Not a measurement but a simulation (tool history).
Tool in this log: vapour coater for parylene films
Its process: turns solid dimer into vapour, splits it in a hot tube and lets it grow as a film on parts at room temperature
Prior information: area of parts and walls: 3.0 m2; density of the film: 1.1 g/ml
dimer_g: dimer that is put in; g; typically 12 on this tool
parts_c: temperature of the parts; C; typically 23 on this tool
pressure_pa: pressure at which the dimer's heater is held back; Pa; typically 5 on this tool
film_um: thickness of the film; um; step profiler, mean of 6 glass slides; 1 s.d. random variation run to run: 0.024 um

run    hour  dimer_g  parts_c  pressure_pa  film_um
  1       0       12       23            5     2.87
  2    52.1       12       32            5     2.26
  3    86.3       12       32            5     2.25
  4   120.7       12       32            5     2.25
  5   151.6       12       23         2.71     2.92
  6   190.5       12       23         2.71      2.9
  7   231.1       12       19            5     3.06
  8   279.6       12       19            5     3.02
  9   304.3       12       19            5     3.03
 10   352.3       12       23            5     2.71
 11     405       12       23            5     2.68
 12   460.9       12       23            5     2.54
 13   491.6       12       23            5     2.52
 14   532.6       19       23            5     3.95
 15   577.7       19       23            5      4.5
 16   612.5       19       23            5     4.42
 17   654.5       19       23            5     4.46
 18     688       19       23            5      4.4
 19   723.1       12       23            5     2.76
 20   754.6       12       23            5     2.73
 21     811       12       23            5     2.71
 22   867.6       12       23            5     2.63
 23   908.7       12       23            5     2.64
 24   952.4       11       28         2.89     2.19
 25   999.1        6       28         2.89     1.16
 26  1045.9        6       28         2.89     1.17
 27  1077.2       18       23         3.68     3.84
 28    1105       18       23         3.68     4.42
 29  1153.5       18       23         2.72     4.55
 30  1191.8       16       21         5.31     3.96
 31  1247.7       17       26         4.48     3.67
 32  1302.3       12       26         4.98     2.51
 33  1330.2       12       26         4.98     2.55
 34  1375.3       18       17         5.45     4.77
 35  1413.2       18       17         5.45     4.66
 36    1443        5       18            5     1.28
 37  1479.3       12       18         8.82     2.92
 38  1506.8       18       23            5     3.97
 39  1541.6        5       16            5     1.33
 40  1569.4        5       16            5     1.31
 41  1595.5        5       16            5     1.31
 42  1621.7        9       29         8.87     1.58
 43  1678.5        9       29         8.87     1.76
 44  1715.8       11       26            5     2.46
 45  1763.7       11       26            5     2.39
 46  1788.3       12       28            5     2.49

Between the runs listed above, the log contained 5 entries, not reproduced here. Where in the sequence does each belong, and how does what the log doesn't record of the tool's condition differ from the listed run before to the listed run after?
Runs 7 to 8: table's thermometer calibrated (hour 260.4)
  vapour lost through the trap's worn valve, %: 6.1 -> 7.3; true temperature of the parts over the reading, C: -0.84 -> -1.2
  what was measured, less what the result would be without the hidden state, film_um: -0.13 -> -0.13 um
Runs 11 to 12: table's thermometer calibrated, once more (hour 459.3)
  vapour lost through the trap's worn valve, %: 10.3 -> 11.4; true temperature of the parts over the reading, C: -1.25 -> -0.15
  what was measured, less what the result would be without the hidden state, film_um: -0.21 -> -0.32 um
Runs 14 to 15: trap's valve overhauled (hour 541.1)
  vapour lost through the trap's worn valve, %: 12.9 -> 1; true temperature of the parts over the reading, C: -0.17 -> -0.19
  what was measured, less what the result would be without the hidden state, film_um: -0.56 -> -0.02 um
Runs 27 to 28: trap's valve overhauled (hour 1105)
  vapour lost through the trap's worn valve, %: 12.8 -> 0; true temperature of the parts over the reading, C: -0.39 -> -0.4
  what was measured, less what the result would be without the hidden state, film_um: -0.52 -> +0.05 um
Runs 42 to 43: trap's valve overhauled (hour 1668.2)
  vapour lost through the trap's worn valve, %: 12 -> 0.5; true temperature of the parts over the reading, C: -0.61 -> -0.63
  what was measured, less what the result would be without the hidden state, film_um: -0.18 -> +0.02 um
